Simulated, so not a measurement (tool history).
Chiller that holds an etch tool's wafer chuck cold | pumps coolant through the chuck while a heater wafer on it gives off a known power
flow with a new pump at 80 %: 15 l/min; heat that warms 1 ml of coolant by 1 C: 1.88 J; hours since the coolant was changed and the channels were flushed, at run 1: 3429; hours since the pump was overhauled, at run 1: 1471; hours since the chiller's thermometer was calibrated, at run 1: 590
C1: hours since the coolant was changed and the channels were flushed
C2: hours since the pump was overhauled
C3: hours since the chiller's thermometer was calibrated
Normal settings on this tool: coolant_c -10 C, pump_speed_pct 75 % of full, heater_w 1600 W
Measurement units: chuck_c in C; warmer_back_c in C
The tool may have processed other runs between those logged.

Run 1, hour 0: usual settings; C1 3429; C2 1471; C3 590. Result: chuck_c 5.1 C, warmer_back_c 3.71 C.
Run 2, hour 19.4: usual settings but coolant_c 0 C; C1 3449; C2 1490; C3 610. Result: chuck_c 15 C, warmer_back_c 3.68 C.
Run 3, hour 37.3: usual settings but coolant_c 0 C; C1 3467; C2 1508; C3 628. Result: chuck_c 14.9 C, warmer_back_c 3.75 C.
Run 4, hour 75.1: usual settings but coolant_c 0 C; C1 3504; C2 1546; C3 665. Result: chuck_c 15.1 C, warmer_back_c 3.7 C.
Run 5, hour 101.1: usual settings but coolant_c -5 C; C1 3530; C2 1572; C3 691. Result: chuck_c 10.1 C, warmer_back_c 3.77 C.
Run 6, hour 124.3: usual settings but coolant_c -8 C; C1 3554; C2 1595; C3 714. Result: chuck_c 7.3 C, warmer_back_c 3.77 C.
Run 7, hour 150.8: usual settings but coolant_c -8 C; C1 3580; C2 1621; C3 741. Result: chuck_c 7 C, warmer_back_c 3.76 C.
Run 8, hour 179.8: usual settings but pump_speed_pct 68 % of full; C1 3609; C2 1650; C3 770. Result: chuck_c 6.8 C, warmer_back_c 4.18 C.
Run 9, hour 198.4: usual settings but pump_speed_pct 68 % of full; C1 3628; C2 1669; C3 789. Result: chuck_c 6.6 C, warmer_back_c 4.08 C.
Run 10, hour 233.6: usual settings but pump_speed_pct 68 % of full; C1 3663; C2 1704; C3 824. Result: chuck_c 6.6 C, warmer_back_c 4.14 C.
Run 11, hour 269.1: usual settings but pump_speed_pct 68 % of full; C1 3698; C2 1740; C3 859. Result: chuck_c 6.4 C, warmer_back_c 4.18 C.
Run 12, hour 304.7: usual settings but pump_speed_pct 68 % of full; C1 3734; C2 1775; C3 895. Result: chuck_c 6.5 C, warmer_back_c 4.19 C.
Run 13, hour 342.6: usual settings but coolant_c -4 C; C1 3772; C2 1813; C3 933. Result: chuck_c 11.2 C, warmer_back_c 3.71 C.
Run 14, hour 364.2: usual settings but coolant_c -4 C; C1 3794; C2 1835; C3 954. Result: chuck_c 10.9 C, warmer_back_c 3.76 C.
Run 15, hour 387.8: usual settings but pump_speed_pct 82 % of full, heater_w 2398 W; C1 3817; C2 1858; C3 978. Result: chuck_c 11 C, warmer_back_c 5.11 C.
Run 16, hour 423.4: usual settings but pump_speed_pct 82 % of full, heater_w 2398 W; C1 3853; C2 1894; C3 1014. Result: chuck_c 11.1 C, warmer_back_c 5.13 C.
Run 17, hour 442.3: usual settings but pump_speed_pct 82 % of full, heater_w 2398 W; C1 3872; C2 1913; C3 1033. Result: chuck_c 11.2 C, warmer_back_c 5.09 C.
Run 18, hour 461.4: usual settings but coolant_c -8 C, pump_speed_pct 64 % of full, heater_w 1648 W; C1 3891; C2 1932; C3 1052. Result: chuck_c 10.2 C, warmer_back_c 4.57 C.
Run 19, hour 491.3: usual settings but coolant_c -2 C, pump_speed_pct 79 % of full, heater_w 2336 W; C1 3921; C2 1962; C3 1082. Result: chuck_c 19.2 C, warmer_back_c 5.17 C.
Run 20, hour 524.6: usual settings but coolant_c -1 C, heater_w 1383 W; C1 3954; C2 1995; C3 1115. Result: chuck_c 12.2 C, warmer_back_c 3.25 C.
Run 21, hour 546: usual settings but coolant_c -1 C, heater_w 1383 W; C1 3975; C2 2017; C3 1136. Result: chuck_c 12.3 C, warmer_back_c 3.27 C.
Run 22, hour 562.4: usual settings but coolant_c 0 C, pump_speed_pct 79 % of full, heater_w 1383 W; C1 3992; C2 2033; C3 1153. Result: chuck_c 12.5 C, warmer_back_c 3.05 C.
Run 23, hour 586.6: usual settings but coolant_c -20 C, heater_w 1057 W; C1 4016; C2 2057; C3 1177. Result: chuck_c -10 C, warmer_back_c 2.48 C.
Run 24, hour 603: usual settings but coolant_c -20 C, heater_w 1057 W; C1 4032; C2 2074; C3 1193. Result: chuck_c -10 C, warmer_back_c 2.43 C.
Run 25, hour 640.3: usual settings but coolant_c -20 C, heater_w 1057 W; C1 4070; C2 2111; C3 1231. Result: chuck_c -9.9 C, warmer_back_c 2.47 C.
Run 26, hour 673.8: usual settings but coolant_c -5 C, pump_speed_pct 69 % of full, heater_w 1057 W; C1 4103; C2 2144; C3 1264. Result: chuck_c 5.9 C, warmer_back_c 2.78 C.
Run 27, hour 709.9: usual settings but pump_speed_pct 69 % of full, heater_w 958 W; C1 4139; C2 2181; C3 1300. Result: chuck_c -0.2 C, warmer_back_c 2.48 C.
Run 28, hour 740.4: usual settings but coolant_c -15 C, pump_speed_pct 61 % of full, heater_w 2016 W; C1 4170; C2 2211; C3 1331. Result: chuck_c 8.1 C, warmer_back_c 5.92 C.

Hidden state or all else? Some run-to-run changes of chuck_c, split into what the settings, what came in and random variation would give without the hidden state, and what is left for the hidden state (with any gauge scatter that isn't in both results):
Hidden state present: heat passed by the chuck's channels, % of clean ones'; flow at a given pump speed, % of a new pump's; coolant's true temperature over the reading, C; drift of the gauge itself on chuck_c, C; drift of the gauge itself on warmer_back_c, C.
Run 19 -> 20: coolant_c -2 -> -1, pump_speed_pct 79 -> 75, heater_w 2336 -> 1383. chuck_c -7 C: hidden state -0.8, all else -6.2.
Run 22 -> 23: coolant_c 0 -> -20, pump_speed_pct 79 -> 75, heater_w 1383 -> 1057. chuck_c -22.5 C: hidden state -0.3, all else -22.2.
Run 25 -> 26: coolant_c -20 -> -5, pump_speed_pct 75 -> 69. chuck_c +15.8 C: hidden state +0.1, all else +15.7.
Run 27 -> 28: coolant_c -10 -> -15, pump_speed_pct 69 -> 61, heater_w 958 -> 2016. chuck_c +8.3 C: hidden state +1.5, all else +6.8.
